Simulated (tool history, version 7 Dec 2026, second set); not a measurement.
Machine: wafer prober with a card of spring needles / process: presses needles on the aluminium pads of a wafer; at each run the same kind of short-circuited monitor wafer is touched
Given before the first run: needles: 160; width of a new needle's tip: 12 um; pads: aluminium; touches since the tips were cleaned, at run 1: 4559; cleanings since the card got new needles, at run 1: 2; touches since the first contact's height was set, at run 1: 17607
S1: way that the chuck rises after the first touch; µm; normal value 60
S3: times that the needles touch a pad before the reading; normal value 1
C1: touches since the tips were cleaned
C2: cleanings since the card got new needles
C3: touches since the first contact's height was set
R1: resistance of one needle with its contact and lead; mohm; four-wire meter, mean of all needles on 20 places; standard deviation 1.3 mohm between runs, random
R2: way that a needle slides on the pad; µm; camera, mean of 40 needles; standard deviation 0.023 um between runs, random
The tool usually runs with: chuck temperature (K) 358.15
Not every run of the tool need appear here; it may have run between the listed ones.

run 1 hour=0.0 | S1=60 chuck_temperature_(K)=358.15 S3=1 | C1=4559 C2=2 C3=17607 | R1=176 R2=15.32
-- hour=8.2 tips cleaned on abrasive film
-- hour=34.8 tips cleaned on abrasive film
run 2 hour=35.5 | S1=60 chuck_temperature_(K)=358.15 S3=1 | C1=152 C2=4 C3=25956 | R1=122 R2=15.27
-- hour=61.1 tips cleaned on abrasive film
run 3 hour=65.3 | S1=60 chuck_temperature_(K)=358.15 S3=1 | C1=996 C2=5 C3=32990 | R1=133 R2=15.26
-- hour=88.5 tips cleaned on abrasive film
run 4 hour=93.2 | S1=50 chuck_temperature_(K)=358.15 S3=1 | C1=1116 C2=6 C3=39561 | R1=147 R2=12.69
-- hour=109.5 tips cleaned on abrasive film, once more
run 5 hour=134.7 | S1=50 chuck_temperature_(K)=358.15 S3=1 | C1=5975 C2=7 C3=49372 | R1=199 R2=12.69
-- hour=138.6 tips cleaned on abrasive film
run 6 hour=158.4 | S1=60 chuck_temperature_(K)=316.15 S3=1 | C1=4702 C2=8 C3=54959 | R1=167 R2=15.19
-- hour=166.5 tips cleaned on abrasive film
-- hour=195.4 tips cleaned on abrasive film
run 7 hour=202.4 | S1=60 chuck_temperature_(K)=358.15 S3=2 | C1=1658 C2=10 C3=65325 | R1=136 R2=15.20
-- hour=222.1 tips cleaned on abrasive film
run 8 hour=237.4 | S1=60 chuck_temperature_(K)=358.15 S3=1 | C1=3636 C2=11 C3=73585 | R1=168 R2=15.23
-- hour=247.7 tips cleaned on abrasive film
run 9 hour=259.3 | S1=60 chuck_temperature_(K)=358.15 S3=3 | C1=2753 C2=12 C3=78743 | R1=129 R2=15.17
-- hour=274.5 tips cleaned on abrasive film
-- hour=300.8 tips cleaned on abrasive film
run 10 hour=303.4 | S1=60 chuck_temperature_(K)=358.15 S3=1 | C1=611 C2=14 C3=89127 | R1=128 R2=15.15
-- hour=327.7 tips cleaned on abrasive film
run 11 hour=348.3 | S1=50 chuck_temperature_(K)=358.15 S3=1 | C1=4881 C2=15 C3=99740 | R1=195 R2=12.58
-- hour=355.1 tips cleaned on abrasive film
run 12 hour=373.1 | S1=60 chuck_temperature_(K)=358.15 S3=1 | C1=4272 C2=16 C3=105575 | R1=173 R2=15.09
-- hour=382.9 tips cleaned on abrasive film
run 13 hour=407.2 | S1=60 chuck_temperature_(K)=358.15 S3=2 | C1=5760 C2=17 C3=113625 | R1=149 R2=15.10
-- hour=410.5 tips cleaned on abrasive film
-- hour=438.6 tips cleaned on abrasive film
run 14 hour=445.2 | S1=60 chuck_temperature_(K)=358.15 S3=2 | C1=1542 C2=19 C3=122556 | R1=131 R2=15.06
-- hour=465.8 tips cleaned on abrasive film
run 15 hour=487.0 | S1=60 chuck_temperature_(K)=358.15 S3=2 | C1=5001 C2=20 C3=132429 | R1=152 R2=15.10
-- hour=492.2 tips cleaned on abrasive film
-- hour=518.4 tips cleaned on abrasive film
run 16 hour=518.4 | S1=60 chuck_temperature_(K)=319.15 S3=2 | C1=0 C2=22 C3=139825 | R1=111 R2=15.00
-- hour=543.9 tips cleaned on abrasive film
run 17 hour=549.7 | S1=60 chuck_temperature_(K)=319.15 S3=2 | C1=1369 C2=23 C3=147196 | R1=126 R2=15.03
-- hour=570.0 tips cleaned on abrasive film
run 18 hour=589.9 | S1=63 chuck_temperature_(K)=319.15 S3=2 | C1=4721 C2=24 C3=156694 | R1=145 R2=15.80
-- hour=597.8 tips cleaned on abrasive film
run 19 hour=609.3 | S1=41 chuck_temperature_(K)=311.15 S3=2 | C1=2733 C2=25 C3=161264 | R1=162 R2=10.12
-- hour=623.2 height of the first contact set anew
-- hour=626.9 tips cleaned on abrasive film
run 20 hour=647.9 | S1=41 chuck_temperature_(K)=311.15 S3=2 | C1=4963 C2=26 C3=5824 | R1=186 R2=10.46
-- hour=654.5 tips cleaned on abrasive film
-- hour=680.8 tips cleaned on abrasive film
run 21 hour=689.6 | S1=43 chuck_temperature_(K)=383.15 S3=1 | C1=2098 C2=28 C3=15656 | R1=181 R2=10.93
-- hour=709.1 tips cleaned on abrasive film
run 22 hour=726.8 | S1=60 chuck_temperature_(K)=390.15 S3=1 | C1=4174 C2=29 C3=24420 | R1=179 R2=15.27
-- hour=737.7 tips cleaned on abrasive film
run 23 hour=751.9 | S1=60 chuck_temperature_(K)=390.15 S3=1 | C1=3373 C2=30 C3=30345 | R1=172 R2=15.23
-- hour=765.5 tips cleaned on abrasive film
run 24 hour=783.6 | S1=60 chuck_temperature_(K)=358.15 S3=2 | C1=4269 C2=31 C3=37814 | R1=147 R2=15.25
-- hour=791.4 tips cleaned on abrasive film
-- hour=818.4 tips cleaned on abrasive film
run 25 hour=828.0 | S1=68 chuck_temperature_(K)=375.15 S3=1 | C1=2263 C2=33 C3=48283 | R1=152 R2=17.28
-- hour=844.0 tips cleaned on abrasive film
run 26 hour=856.2 | S1=46 chuck_temperature_(K)=317.15 S3=2 | C1=2900 C2=34 C3=54936 | R1=156 R2=11.60
-- hour=870.1 tips cleaned on abrasive film
run 27 hour=889.0 | S1=46 chuck_temperature_(K)=309.15 S3=2 | C1=4474 C2=35 C3=62679 | R1=167 R2=11.59
-- hour=896.1 tips cleaned on abrasive film
run 28 hour=912.8 | S1=54 chuck_temperature_(K)=392.15 S3=2 | C1=3953 C2=36 C3=68271 | R1=155 R2=13.64
-- hour=921.5 tips cleaned on abrasive film
run 29 hour=942.9 | S1=60 chuck_temperature_(K)=325.15 S3=1 | C1=5069 C2=37 C3=75389 | R1=177 R2=15.21

The same runs without the tool's hidden state, with the same run-to-run variation:
Unlogged tool condition in this case: debris on the tips, nm; way that the needles fall short of the set height, um; tips' diameter, um; drift of the gauge itself on contact_mohm, %; drift of the gauge itself on scrub_um, %.
run=1 R1=115 R2=15.34
run=2 R1=113 R2=15.31
run=3 R1=112 R2=15.32
run=4 R1=117 R2=12.76
run=5 R1=115 R2=12.78
run=6 R1=107 R2=15.29
run=7 R1=114 R2=15.33
run=8 R1=114 R2=15.37
run=9 R1=113 R2=15.32
run=10 R1=113 R2=15.33
run=11 R1=113 R2=12.78
run=12 R1=115 R2=15.30
run=13 R1=111 R2=15.31
run=14 R1=113 R2=15.31
run=15 R1=114 R2=15.36
run=16 R1=108 R2=15.29
run=17 R1=107 R2=15.33
run=18 R1=108 R2=16.12
run=19 R1=109 R2=10.44
run=20 R1=111 R2=10.47
run=21 R1=121 R2=10.97
run=22 R1=120 R2=15.33
run=23 R1=120 R2=15.30
run=24 R1=112 R2=15.34
run=25 R1=115 R2=17.38
run=26 R1=109 R2=11.71
run=27 R1=108 R2=11.72
run=28 R1=118 R2=13.78
run=29 R1=111 R2=15.37
